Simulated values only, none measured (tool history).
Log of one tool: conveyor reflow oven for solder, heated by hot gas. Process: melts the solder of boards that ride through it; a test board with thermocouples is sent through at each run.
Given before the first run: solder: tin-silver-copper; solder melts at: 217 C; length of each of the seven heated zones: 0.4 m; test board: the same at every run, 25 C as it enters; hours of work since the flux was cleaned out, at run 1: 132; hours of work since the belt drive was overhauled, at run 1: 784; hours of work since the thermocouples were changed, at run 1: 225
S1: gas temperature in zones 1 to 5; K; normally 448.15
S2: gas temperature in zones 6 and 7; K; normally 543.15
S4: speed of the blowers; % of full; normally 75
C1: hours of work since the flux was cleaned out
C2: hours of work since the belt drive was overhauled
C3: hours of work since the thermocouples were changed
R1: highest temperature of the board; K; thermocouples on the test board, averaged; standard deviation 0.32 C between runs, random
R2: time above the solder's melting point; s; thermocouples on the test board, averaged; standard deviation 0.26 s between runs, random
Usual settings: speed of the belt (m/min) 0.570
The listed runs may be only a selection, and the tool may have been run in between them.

Run 1, hour 0.0: usual settings; C1 132; C2 784; C3 225. Result: R1 528.05 K, R2 67.1 s.
Run 2, hour 11.8: usual settings; C1 137; C2 790; C3 230. Result: R1 527.75 K, R2 67.1 s.
Run 3, hour 23.1: usual settings; C1 143; C2 795; C3 236. Result: R1 528.55 K, R2 66.6 s.
At hour 41.9: belt drive overhauled, speed set with a stopwatch.
Run 4, hour 46.8: usual settings but speed of the belt (m/min) 0.536; C1 152; C2 2; C3 245. Result: R1 528.95 K, R2 71.4 s.
Run 5, hour 57.2: usual settings but speed of the belt (m/min) 0.536; C1 157; C2 7; C3 250. Result: R1 529.45 K, R2 70.8 s.
Run 6, hour 73.3: usual settings but speed of the belt (m/min) 0.536; C1 165; C2 15; C3 258. Result: R1 529.15 K, R2 71.0 s.
Run 7, hour 85.0: usual settings; C1 170; C2 20; C3 263. Result: R1 527.35 K, R2 64.9 s.
Run 8, hour 106.3: usual settings; C1 180; C2 31; C3 273. Result: R1 527.25 K, R2 64.8 s.
At hour 113.3: flux residue cleaned out of gas plates and filters.
Run 9, hour 126.3: usual settings; C1 6; C2 38; C3 280. Result: R1 527.15 K, R2 64.3 s.
Run 10, hour 147.5: usual settings but S4 67 % of full; C1 16; C2 48; C3 290. Result: R1 524.95 K, R2 62.2 s.
Run 11, hour 168.6: usual settings but S2 548.15 K, speed of the belt (m/min) 0.475; C1 26; C2 58; C3 300. Result: R1 536.65 K, R2 86.4 s.
Run 12, hour 179.7: usual settings but S2 535.15 K, S4 51 % of full; C1 32; C2 63; C3 306. Result: R1 512.35 K, R2 48.0 s.
At hour 202.8: flux residue cleaned out of gas plates and filters, once more.
Run 13, hour 203.1: usual settings but S2 535.15 K, S4 51 % of full; C1 0; C2 72; C3 314. Result: R1 513.45 K, R2 49.8 s.
Run 14, hour 221.4: usual settings but S2 536.15 K, speed of the belt (m/min) 0.635, S4 66 % of full; C1 9; C2 80; C3 323. Result: R1 516.15 K, R2 48.0 s.
Run 15, hour 232.7: usual settings but S2 536.15 K, speed of the belt (m/min) 0.635, S4 66 % of full; C1 14; C2 86; C3 328. Result: R1 516.15 K, R2 48.1 s.
Run 16, hour 254.4: usual settings but S1 435.15 K, S2 532.15 K, speed of the belt (m/min) 0.589, S4 66 % of full; C1 24; C2 96; C3 339. Result: R1 512.55 K, R2 44.2 s.
Run 17, hour 277.6: usual settings but S1 447.15 K, speed of the belt (m/min) 0.583; C1 36; C2 107; C3 350. Result: R1 527.75 K, R2 63.4 s.
Run 18, hour 288.7: usual settings but S1 447.15 K, speed of the belt (m/min) 0.583; C1 41; C2 112; C3 355. Result: R1 527.35 K, R2 63.2 s.
Run 19, hour 312.3: usual settings but S1 457.15 K, speed of the belt (m/min) 0.583; C1 52; C2 124; C3 366. Result: R1 528.45 K, R2 68.7 s.
Run 20, hour 327.9: usual settings but S1 457.15 K, speed of the belt (m/min) 0.583; C1 59; C2 131; C3 374. Result: R1 528.65 K, R2 68.1 s.

Alternative continuations, all from the tool just after run 20; predict every row:
Run A, hour 345.2: usual settings but S1 457.15 K, speed of the belt (m/min) 0.608, S4 70 % of full; C1 68; C2 139; C3 382. Result: R1 ?, R2 ?.
Run B, hour 345.2: usual settings but S1 438.15 K, speed of the belt (m/min) 0.583, S4 69 % of full; C1 68; C2 139; C3 382. Result: R1 ?, R2 ?.
Run C, hour 345.2: usual settings but S2 534.15 K, speed of the belt (m/min) 0.634, S4 57 % of full; C1 68; C2 139; C3 382. Result: R1 ?, R2 ?.

run      R1    R2
  A  526.65  63.5
  B  523.75  57.0
  C  511.35  41.5
With no hidden state in the tool, these same runs would have given:
run      R1    R2
  A  527.45  64.1
  B  524.65  57.7
  C  512.05  42.4
